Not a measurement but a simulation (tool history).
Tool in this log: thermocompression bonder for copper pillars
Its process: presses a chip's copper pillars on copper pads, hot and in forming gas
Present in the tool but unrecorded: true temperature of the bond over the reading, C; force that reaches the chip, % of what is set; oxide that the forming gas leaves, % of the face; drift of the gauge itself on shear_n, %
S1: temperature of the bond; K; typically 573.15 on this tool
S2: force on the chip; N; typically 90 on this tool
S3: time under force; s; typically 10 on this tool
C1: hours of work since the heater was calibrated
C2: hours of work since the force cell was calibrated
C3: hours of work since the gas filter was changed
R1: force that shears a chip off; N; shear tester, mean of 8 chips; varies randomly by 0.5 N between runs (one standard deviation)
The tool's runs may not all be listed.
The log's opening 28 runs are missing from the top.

{"hour": 2005.1, "done": "forming gas filter changed"}
{"run": 29, "hour": 2067.5, "S1": 602.15, "S2": 72, "S3": 8, "C1": 1705, "C2": 537, "C3": 47, "R1": 40.9}
{"run": 30, "hour": 2124.0, "S1": 602.15, "S2": 72, "S3": 8, "C1": 1747, "C2": 579, "C3": 89, "R1": 41.4}
{"hour": 2184.2, "done": "heater calibrated with a thermocouple chip"}
{"run": 31, "hour": 2224.4, "S1": 602.15, "S2": 72, "S3": 8, "C1": 30, "C2": 653, "C3": 162, "R1": 37.4}
{"hour": 2291.7, "done": "forming gas filter changed"}
{"run": 32, "hour": 2294.9, "S1": 602.15, "S2": 72, "S3": 8, "C1": 82, "C2": 705, "C3": 2, "R1": 38.9}
{"run": 33, "hour": 2393.5, "S1": 602.15, "S2": 72, "S3": 8, "C1": 156, "C2": 779, "C3": 76, "R1": 37.9}
{"run": 34, "hour": 2458.5, "S1": 602.15, "S2": 72, "S3": 8, "C1": 204, "C2": 827, "C3": 124, "R1": 38.4}
{"run": 35, "hour": 2533.5, "S1": 602.15, "S2": 72, "S3": 8, "C1": 260, "C2": 883, "C3": 180, "R1": 38}
{"hour": 2580.7, "done": "forming gas filter changed"}
{"run": 36, "hour": 2603.3, "S1": 602.15, "S2": 72, "S3": 8, "C1": 312, "C2": 935, "C3": 17, "R1": 39.7}
{"run": 37, "hour": 2695.0, "S1": 589.15, "S2": 69, "S3": 5, "C1": 380, "C2": 1003, "C3": 85, "R1": 27.5}
{"run": 38, "hour": 2790.7, "S1": 589.15, "S2": 73, "S3": 7, "C1": 452, "C2": 1075, "C3": 157, "R1": 33.7}

Here are 3 independent what-if runs from the current tool condition. What would each one return?
{"run": "A", "hour": 2851.7, "S1": 554.15, "S2": 62, "S3": 20, "C1": 497, "C2": 1120, "C3": 202, "R1": "?"}
{"run": "B", "hour": 2851.7, "S1": 549.15, "S2": 71, "S3": 8, "C1": 497, "C2": 1120, "C3": 202, "R1": "?"}
{"run": "C", "hour": 2851.7, "S1": 577.15, "S2": 54, "S3": 10, "C1": 497, "C2": 1120, "C3": 202, "R1": "?"}

run=A R1=32.2
run=B R1=22.6
run=C R1=25.4
Take away the tool's hidden state, keep each run's random variation, and the runs would have read:
run=A R1=30.9
run=B R1=21.5
run=C R1=24.3
